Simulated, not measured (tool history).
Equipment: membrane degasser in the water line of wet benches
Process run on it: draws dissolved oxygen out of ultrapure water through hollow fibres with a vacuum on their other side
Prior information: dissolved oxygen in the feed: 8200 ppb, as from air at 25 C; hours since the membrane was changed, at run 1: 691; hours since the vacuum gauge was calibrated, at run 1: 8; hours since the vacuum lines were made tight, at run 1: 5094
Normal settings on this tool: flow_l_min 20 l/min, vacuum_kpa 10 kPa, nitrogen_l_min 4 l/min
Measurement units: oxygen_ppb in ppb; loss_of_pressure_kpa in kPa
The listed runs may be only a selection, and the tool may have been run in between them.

run	hour	flow_l_min	vacuum_kpa	nitrogen_l_min	hours since the membrane was changed	hours since the vacuum gauge was calibrated	hours since the vacuum lines were made tight	oxygen_ppb	loss_of_pressure_kpa
1	0	20	10	4	691	8	5094	95.6	35.34
2	35.2	20	12.7	4	726	44	5129	127.2	35.12
3	59.2	20	12.7	4	750	68	5153	127.7	35.24
4	97	20	12.7	4	787	105	5191	126.9	35.31
5	127.2	30	12.7	4	818	136	5221	219.2	53.01
6	159.8	20	6.4	4	850	168	5254	52.3	35.53
7	195.4	20	10	6.37	886	204	5290	66.4	35.46
8	240.6	20	10	6.37	931	249	5335	65.8	35.1
9	284.3	20	10	6.37	975	293	5379	65.2	35.37
10	309.8	20	10	6.37	1000	318	5404	66	35.31
11	341.4	27	10	6.37	1032	350	5436	105.3	47.89
12	372.3	27	10	6.37	1063	381	5467	107.8	48
13	400.8	27	10	6.37	1091	409	5495	107.2	48.03
14	427.8	13	10	6.37	1118	436	5522	38	23.17
15	460	13	10	6.37	1151	468	5554	37.3	22.94
16	491.1	13	10	6.37	1182	500	5585	37.2	23.25
17	516.8	32	6.9	4	1207	525	5611	133.1	56.84
# hour 521: vacuum gauge calibrated
18	547.1	19	10	5.92	1237	26	5641	64.1	33.89
19	576.7	12	6.8	2.34	1267	56	5670	48.2	21.66
20	603.1	20	19.7	4	1293	82	5697	211.9	35.72
21	627.4	15	13.1	4	1317	106	5721	96.9	26.91
22	666.7	22	12.6	2.47	1357	146	5760	215.6	39.26
23	695.8	22	12.6	2.47	1386	175	5790	216.2	39.35
24	730.7	13	10	7.6	1421	210	5824	31.6	23.15
25	754.8	13	10	7.6	1445	234	5848	31.1	23.32
26	777.4	20	14.3	4	1467	256	5871	151.4	35.59
# hour 784.2: vacuum gauge calibrated, once more
27	808	15	9.6	9.58	1498	24	5901	28.8	26.75
28	856	20	19.9	4	1545	72	5949	215.9	35.73
29	884.7	20	19.9	4	1574	101	5978	217.5	35.66
30	906	18	18.4	3.9	1595	122	5999	182.4	32.04
31	929.5	25	10	4	1619	145	6023	132.5	44.52

Alternative continuations, all from the tool just after run 31; predict every row:
A	957.2	17	10	9.45	1647	173	6050	?	?
B	957.2	17	10	4	1647	173	6050	?	?
C	957.2	25	23.6	4.79	1647	173	6050	?	?
D	957.2	18	19.1	6.45	1647	173	6050	?	?
E	957.2	25	10	8.19	1647	173	6050	?	?

run	oxygen_ppb	loss_of_pressure_kpa
A	38.5	30.14
B	78.3	30.58
C	281	44.61
D	120.5	32.13
E	80.7	44.76
Without the tool's hidden state the same runs would have given:
run	oxygen_ppb	loss_of_pressure_kpa
A	36.7	29.6
B	75.6	30.04
C	274	43.81
D	116.8	31.55
E	76.8	43.96

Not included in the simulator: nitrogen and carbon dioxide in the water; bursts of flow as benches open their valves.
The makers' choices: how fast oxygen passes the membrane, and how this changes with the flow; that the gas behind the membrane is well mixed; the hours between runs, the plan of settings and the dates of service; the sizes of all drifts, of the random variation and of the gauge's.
